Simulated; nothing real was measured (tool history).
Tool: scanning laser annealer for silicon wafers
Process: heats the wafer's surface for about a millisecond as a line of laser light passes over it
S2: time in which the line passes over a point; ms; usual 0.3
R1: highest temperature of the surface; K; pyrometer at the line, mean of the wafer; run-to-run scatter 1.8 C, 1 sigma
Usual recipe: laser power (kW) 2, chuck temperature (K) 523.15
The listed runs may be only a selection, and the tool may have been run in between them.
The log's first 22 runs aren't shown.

Run 23, hour 180.7: usual settings but laser power (kW) 2.086, S2 0.337 ms, chuck temperature (K) 537.15. Result: R1 1409.15 K.
Run 24, hour 190.3: usual settings but laser power (kW) 2.086, S2 0.337 ms, chuck temperature (K) 537.15. Result: R1 1404.15 K.
Run 25, hour 200.1: usual settings but laser power (kW) 1.991, chuck temperature (K) 514.15. Result: R1 1287.15 K.
Run 26, hour 205.3: usual settings but laser power (kW) 1.739, chuck temperature (K) 487.15. Result: R1 1131.15 K.
Run 27, hour 213.6: usual settings but laser power (kW) 1.839, S2 0.225 ms, chuck temperature (K) 487.15. Result: R1 1087.15 K.
Run 28, hour 223.5: usual settings but laser power (kW) 1.839, S2 0.264 ms, chuck temperature (K) 487.15. Result: R1 1135.15 K.
Run 29, hour 230.6: usual settings but laser power (kW) 1.925, S2 0.264 ms, chuck temperature (K) 539.15. Result: R1 1230.15 K.
Run 30, hour 239.7: usual settings but laser power (kW) 1.925, S2 0.264 ms, chuck temperature (K) 539.15. Result: R1 1227.15 K.
Run 31, hour 247.5: usual settings but laser power (kW) 1.898, S2 0.35 ms, chuck temperature (K) 499.15. Result: R1 1278.15 K.
Run 32, hour 255.8: usual settings but laser power (kW) 1.898, S2 0.351 ms, chuck temperature (K) 499.15. Result: R1 1279.15 K.
Run 33, hour 266.8: usual settings but laser power (kW) 1.982, S2 0.313 ms. Result: R1 1300.15 K.
Run 34, hour 274.4: usual settings but laser power (kW) 1.982, S2 0.313 ms, chuck temperature (K) 486.15. Result: R1 1265.15 K.
Run 35, hour 283.7: usual settings but S2 0.324 ms. Result: R1 1324.15 K.
Run 36, hour 292: usual settings but laser power (kW) 1.743, S2 0.245 ms, chuck temperature (K) 530.15. Result: R1 1113.15 K.
Run 37, hour 303.1: usual settings but S2 0.244 ms, chuck temperature (K) 491.15. Result: R1 1185.15 K.
Run 38, hour 309.2: usual settings but laser power (kW) 1.974, chuck temperature (K) 550.15. Result: R1 1308.15 K.
Run 39, hour 320.6: usual settings but laser power (kW) 1.79, S2 0.306 ms, chuck temperature (K) 512.15. Result: R1 1182.15 K.
Run 40, hour 331.1: usual settings but laser power (kW) 1.79, S2 0.306 ms, chuck temperature (K) 512.15. Result: R1 1181.15 K.

Branching from run 40: 3 alternative next runs. What would each branch give?
Run A, hour 342.5: usual settings but laser power (kW) 2.136, S2 0.314 ms, chuck temperature (K) 513.15. Result: R1 ?.
Run B, hour 342.5: usual settings but laser power (kW) 1.811, S2 0.352 ms, chuck temperature (K) 512.15. Result: R1 ?.
Run C, hour 342.5: usual settings but laser power (kW) 2.046, S2 0.252 ms. Result: R1 ?.

run       R1
  A  1376.15
  B  1239.15
  C  1251.15
Without the tool's hidden state the same runs would have given:
run       R1
  A  1425.15
  B  1280.15
  C  1293.15
